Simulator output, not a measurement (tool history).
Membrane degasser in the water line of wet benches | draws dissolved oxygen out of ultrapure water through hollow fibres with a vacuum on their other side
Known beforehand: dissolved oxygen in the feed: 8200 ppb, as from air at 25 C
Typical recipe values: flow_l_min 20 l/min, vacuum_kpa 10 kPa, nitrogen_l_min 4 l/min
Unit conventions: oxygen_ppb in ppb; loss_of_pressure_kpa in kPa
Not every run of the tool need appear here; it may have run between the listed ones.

run    hour  flow_l_min  vacuum_kpa  nitrogen_l_min  oxygen_ppb  loss_of_pressure_kpa
  1       0          20          10               4         110                 67.45
  2   167.2          20          10               4       107.9                 67.52
  3   380.4          20          10               4       110.2                 67.49
  4     519          20          10               4       110.4                 67.26
  5   607.7          20          10               4       109.5                 67.37
  6     820          20           9               4       100.4                 67.51
  7  1040.2          20           9               4        97.6                  68.2
  8  1206.9          20          10               4       111.3                 68.02
  9  1411.9          20          10               4       111.4                 67.78
 10    1566          20        12.9               4         148                 67.51
     1648.7  -- vacuum gauge calibrated
 11  1706.3          20        12.9               4       145.6                 68.13
 12  1799.1          20          10               4       113.5                 68.66
 13  1993.4          20          10               4       114.4                 67.97
 14  2136.8          20          10            6.87        78.5                 68.14
 15  2251.8          30          10            3.85       285.3                102.08
 16  2419.5          26          10            1.62       333.4                 88.59
 17  2568.4          13         8.5           11.72        17.8                 44.52
 18  2714.4          20        10.9            5.83        95.8                 68.57
     2803.8  -- vacuum gauge calibrated, once more
 19  2810.8          18          10            4.24        87.7                  61.3
 20  2912.3          20         9.5            2.62         144                 68.26
 21  3071.1          13         9.5            3.57        59.6                 44.46
 22    3286          13         9.5            3.57        59.9                 44.39
 23  3399.2          13         9.5            3.57        60.5                 44.34
 24  3536.9          18        10.6               4        99.2                 61.24
 25  3644.3          20        10.7            1.68         235                 68.61
 26  3863.1          22        11.5            1.76       284.9                 75.41
 27  4073.4          27        11.5            1.76       395.6                 92.83

Each row is a separate what-if for the run after 27, all from the same tool condition, not one after another. Results?
  A  4267.6          20        11.3            4.89           ?                     ?
  B  4267.6          22        11.5            1.76           ?                     ?
  C  4267.6          27        11.5            3.41           ?                     ?
  D  4267.6          20          10            2.71           ?                     ?

run  oxygen_ppb  loss_of_pressure_kpa
  A       110.8                 68.55
  B       285.9                 75.92
  C       264.5                  93.1
  D         153                 68.81
Without the tool's hidden state the same runs would have given:
run  oxygen_ppb  loss_of_pressure_kpa
  A         103                 66.15
  B       272.6                 73.28
  C       245.5                 89.86
  D       143.9                 66.41

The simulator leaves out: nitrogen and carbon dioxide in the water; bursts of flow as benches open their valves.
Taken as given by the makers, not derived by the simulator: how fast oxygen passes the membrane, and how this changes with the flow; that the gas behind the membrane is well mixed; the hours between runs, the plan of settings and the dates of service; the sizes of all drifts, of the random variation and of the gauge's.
